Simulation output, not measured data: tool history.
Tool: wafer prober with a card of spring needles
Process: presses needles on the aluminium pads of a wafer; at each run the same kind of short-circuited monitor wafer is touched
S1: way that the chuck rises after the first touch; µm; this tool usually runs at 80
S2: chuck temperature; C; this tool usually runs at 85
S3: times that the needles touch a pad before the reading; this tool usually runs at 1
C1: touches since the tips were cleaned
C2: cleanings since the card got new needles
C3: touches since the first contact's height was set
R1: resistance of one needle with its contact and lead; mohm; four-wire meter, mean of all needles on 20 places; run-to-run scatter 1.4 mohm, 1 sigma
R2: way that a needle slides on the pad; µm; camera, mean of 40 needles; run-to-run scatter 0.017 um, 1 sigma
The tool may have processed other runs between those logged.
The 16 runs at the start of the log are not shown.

{"hour": 327.1, "done": "tips cleaned on abrasive film"}
{"run": 17, "hour": 338.7, "S1": 61, "S2": 30, "S3": 3, "C1": 6561, "C2": 69, "C3": 107603, "R1": 257, "R2": 14.55}
{"hour": 341.4, "done": "tips cleaned on abrasive film"}
{"hour": 356.1, "done": "tips cleaned on abrasive film"}
{"run": 18, "hour": 362.1, "S1": 98, "S2": 28, "S3": 1, "C1": 3409, "C2": 71, "C3": 120719, "R1": 256, "R2": 23.37}
{"hour": 370.2, "done": "tips cleaned on abrasive film"}
{"hour": 384.7, "done": "tips cleaned on abrasive film"}
{"run": 19, "hour": 390.1, "S1": 80, "S2": 56, "S3": 2, "C1": 3060, "C2": 73, "C3": 136399, "R1": 264, "R2": 19.07}
{"hour": 398.5, "done": "tips cleaned on abrasive film"}
{"run": 20, "hour": 406.2, "S1": 80, "S2": 56, "S3": 2, "C1": 4339, "C2": 74, "C3": 145436, "R1": 264, "R2": 19.1}
{"hour": 411.6, "done": "tips cleaned on abrasive film"}
{"hour": 426.9, "done": "tips cleaned on abrasive film"}
{"hour": 427.2, "done": "height of the first contact set anew"}
{"run": 21, "hour": 429.3, "S1": 60, "S2": 41, "S3": 2, "C1": 1217, "C2": 76, "C3": 1217, "R1": 257, "R2": 14.33}
{"hour": 441.7, "done": "tips cleaned on abrasive film"}
{"run": 22, "hour": 453.6, "S1": 60, "S2": 66, "S3": 1, "C1": 6734, "C2": 77, "C3": 14860, "R1": 270, "R2": 14.3}
{"hour": 456.2, "done": "tips cleaned on abrasive film"}
{"hour": 470.2, "done": "tips cleaned on abrasive film"}
{"run": 23, "hour": 482.2, "S1": 80, "S2": 85, "S3": 1, "C1": 6789, "C2": 79, "C3": 30886, "R1": 270, "R2": 19.09}
{"hour": 484.5, "done": "tips cleaned on abrasive film"}
{"hour": 498.3, "done": "tips cleaned on abrasive film"}
{"hour": 512.5, "done": "tips cleaned on abrasive film"}
{"run": 24, "hour": 513.5, "S1": 80, "S2": 85, "S3": 1, "C1": 573, "C2": 82, "C3": 48405, "R1": 273, "R2": 19.1}
{"hour": 525.8, "done": "tips cleaned on abrasive film"}
{"run": 25, "hour": 532.5, "S1": 80, "S2": 85, "S3": 1, "C1": 3771, "C2": 83, "C3": 59072, "R1": 276, "R2": 19.11}
{"hour": 540.0, "done": "tips cleaned on abrasive film"}
{"hour": 554.5, "done": "tips cleaned on abrasive film"}
{"run": 26, "hour": 555.9, "S1": 80, "S2": 85, "S3": 2, "C1": 823, "C2": 85, "C3": 72179, "R1": 271, "R2": 19.1}
{"hour": 567.3, "done": "tips cleaned on abrasive film"}
{"run": 27, "hour": 570.6, "S1": 80, "S2": 28, "S3": 1, "C1": 1843, "C2": 86, "C3": 80387, "R1": 258, "R2": 19.09}
{"hour": 581.1, "done": "tips cleaned on abrasive film"}
{"run": 28, "hour": 587.6, "S1": 79, "S2": 31, "S3": 2, "C1": 3667, "C2": 87, "C3": 89931, "R1": 256, "R2": 18.81}
{"hour": 595.4, "done": "tips cleaned on abrasive film"}
{"hour": 609.4, "done": "tips cleaned on abrasive film"}
{"run": 29, "hour": 613.0, "S1": 79, "S2": 31, "S3": 2, "C1": 2027, "C2": 89, "C3": 104184, "R1": 257, "R2": 18.84}
{"hour": 624.2, "done": "tips cleaned on abrasive film"}
{"run": 30, "hour": 629.8, "S1": 80, "S2": 85, "S3": 1, "C1": 3169, "C2": 90, "C3": 113593, "R1": 271, "R2": 19.07}
{"hour": 637.1, "done": "tips cleaned on abrasive film"}
{"hour": 650.1, "done": "tips cleaned on abrasive film"}
{"run": 31, "hour": 655.7, "S1": 71, "S2": 49, "S3": 3, "C1": 3158, "C2": 92, "C3": 128110, "R1": 263, "R2": 16.93}

4 ways to go on from here, each from the tool as it stands after run 31. What would each give?
{"hour": 663.8, "done": "tips cleaned on abrasive film"}
{"run": "A", "hour": 673.6, "S1": 96, "S2": 85, "S3": 1, "C1": 5572, "C2": 93, "C3": 138190, "R1": "?", "R2": "?"}
{"hour": 663.8, "done": "tips cleaned on abrasive film"}
{"run": "B", "hour": 673.6, "S1": 71, "S2": 49, "S3": 2, "C1": 5572, "C2": 93, "C3": 138190, "R1": "?", "R2": "?"}
{"hour": 663.8, "done": "tips cleaned on abrasive film"}
{"run": "C", "hour": 673.6, "S1": 80, "S2": 34, "S3": 1, "C1": 5572, "C2": 93, "C3": 138190, "R1": "?", "R2": "?"}
{"hour": 663.8, "done": "tips cleaned on abrasive film"}
{"run": "D", "hour": 673.6, "S1": 71, "S2": 99, "S3": 3, "C1": 5572, "C2": 93, "C3": 138190, "R1": "?", "R2": "?"}

run=A R1=272 R2=22.91
run=B R1=262 R2=16.94
run=C R1=259 R2=19.07
run=D R1=279 R2=16.95
What these runs would have given with no unlogged condition in the tool:
run=A R1=271 R2=22.93
run=B R1=261 R2=16.95
run=C R1=258 R2=19.08
run=D R1=278 R2=16.96

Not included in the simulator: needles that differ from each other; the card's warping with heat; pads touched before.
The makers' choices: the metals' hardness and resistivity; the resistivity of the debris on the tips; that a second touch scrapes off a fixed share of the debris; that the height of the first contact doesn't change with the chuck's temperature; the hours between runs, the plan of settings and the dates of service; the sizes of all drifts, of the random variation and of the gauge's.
